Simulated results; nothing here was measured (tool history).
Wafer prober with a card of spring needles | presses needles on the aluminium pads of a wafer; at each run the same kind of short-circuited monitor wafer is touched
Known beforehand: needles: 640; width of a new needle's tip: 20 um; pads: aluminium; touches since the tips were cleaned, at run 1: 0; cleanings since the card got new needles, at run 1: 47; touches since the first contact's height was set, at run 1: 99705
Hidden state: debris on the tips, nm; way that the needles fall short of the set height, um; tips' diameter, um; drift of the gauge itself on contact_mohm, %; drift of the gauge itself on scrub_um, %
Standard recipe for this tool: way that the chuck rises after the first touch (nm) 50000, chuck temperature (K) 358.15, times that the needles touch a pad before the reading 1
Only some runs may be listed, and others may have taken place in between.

run,hour,way that the chuck rises after the first touch (nm),chuck temperature (K),times that the needles touch a pad before the reading,touches since the tips were cleaned,cleanings since the card got new needles,touches since the first contact's height was set,resistance of one needle with its contact and lead (mohm),way that a needle slides on the pad (nm)
1,0,50000,358.15,1,0,47,99705,154,12330
# hour 15.6: tips cleaned on abrasive film
2,18.7,50000,358.15,1,1117,48,106483,171,12310
# hour 31.8: tips cleaned on abrasive film
3,31.8,67000,358.15,1,0,49,111230,152,16560
# hour 48.8: tips cleaned on abrasive film
4,53.6,50000,358.15,1,1749,50,119128,174,12340
# hour 65.8: tips cleaned on abrasive film
5,76.8,50000,358.15,1,4002,51,127552,195,12310
# hour 82.2: tips cleaned on abrasive film
6,89.7,50000,358.15,1,2739,52,132232,183,12120
# hour 100: tips cleaned on abrasive film
7,113.5,50000,358.15,1,4917,53,140876,202,12200
# hour 117.2: tips cleaned on abrasive film
# hour 133.2: tips cleaned on abrasive film
8,142.7,50000,358.15,1,3461,55,151447,187,12230
# hour 150.7: tips cleaned on abrasive film
# hour 168.1: tips cleaned on abrasive film
9,172.2,50000,358.15,1,1499,57,162128,175,12230
# hour 184.4: tips cleaned on abrasive film
10,193.8,50000,358.15,1,3402,58,169941,189,12160
# hour 200.9: tips cleaned on abrasive film
11,214.6,50000,358.15,1,5002,59,177504,201,12070
# hour 218.7: tips cleaned on abrasive film
# hour 236: tips cleaned on abrasive film
12,240.8,50000,358.15,1,1734,61,186970,174,12050
# hour 253.3: tips cleaned on abrasive film
13,261.6,50000,358.15,1,3053,62,194540,189,12100
# hour 269.5: tips cleaned on abrasive film
# hour 285.3: tips cleaned on abrasive film
14,285.8,50000,358.15,1,187,64,203285,159,11930
# hour 302.3: tips cleaned on abrasive film
15,306.6,50000,358.15,1,1575,65,210828,177,12140
# hour 319.9: tips cleaned on abrasive film
16,321.5,50000,358.15,1,592,66,216229,161,12060
# hour 333.5: height of the first contact set anew
# hour 336.3: tips cleaned on abrasive film
17,348.7,50000,355.15,2,4532,67,5495,178,12530
# hour 352.8: tips cleaned on abrasive film
# hour 369.4: tips cleaned on abrasive film
18,372,50000,328.15,2,959,69,13929,151,12540
# hour 386.3: tips cleaned on abrasive film
19,401,50000,345.15,2,5367,70,24466,177,12490
# hour 403: tips cleaned on abrasive film
20,414.1,50000,345.15,2,4048,71,29178,175,12520
# hour 420.1: tips cleaned on abrasive film
21,430.3,39000,339.15,2,3698,72,35042,198,9760
# hour 437: tips cleaned on abrasive film
22,448.1,36000,339.15,1,4035,73,41500,239,8990
# hour 454.9: tips cleaned on abrasive film
# hour 471.6: tips cleaned on abrasive film
23,475.5,63000,383.15,2,1403,75,51416,162,15790
# hour 489.1: tips cleaned on abrasive film
24,498.8,36000,332.15,1,3534,76,59881,233,8970
# hour 505: tips cleaned on abrasive film
# hour 521.4: tips cleaned on abrasive film
25,525.7,32000,346.15,1,1550,78,69615,215,7870
# hour 537.2: tips cleaned on abrasive film
26,552.6,32000,346.15,1,5611,79,79394,283,7860
# hour 554.2: tips cleaned on abrasive film
# hour 570: tips cleaned on abrasive film
27,570.5,32000,346.15,1,202,81,85857,175,7790
# hour 587.2: tips cleaned on abrasive film
28,597.3,37000,346.15,1,3676,82,95556,235,9030
# hour 604.8: tips cleaned on abrasive film
# hour 620.4: tips cleaned on abrasive film
29,620.7,50000,355.15,2,91,84,104025,155,12270
# hour 637.1: tips cleaned on abrasive film
30,637.6,50000,322.15,2,198,85,110156,148,12310
# hour 653.3: tips cleaned on abrasive film
31,653.7,50000,322.15,2,162,86,115994,145,12330

Here are 3 independent what-if runs from the current tool condition. What would each one return?
# hour 669.5: tips cleaned on abrasive film
A,672,36000,322.15,2,913,87,122633,?,?
# hour 669.5: tips cleaned on abrasive film
B,672,50000,358.15,2,913,87,122633,?,?
# hour 669.5: tips cleaned on abrasive film
C,672,56000,358.15,1,913,87,122633,?,?

run,resistance of one needle with its contact and lead (mohm),way that a needle slides on the pad (nm)
A,175,8690
B,163,12290
C,164,13740
Had the tool no hidden state, the same runs would have come out as:
run,resistance of one needle with its contact and lead (mohm),way that a needle slides on the pad (nm)
A,149,9050
B,150,12650
C,147,14090
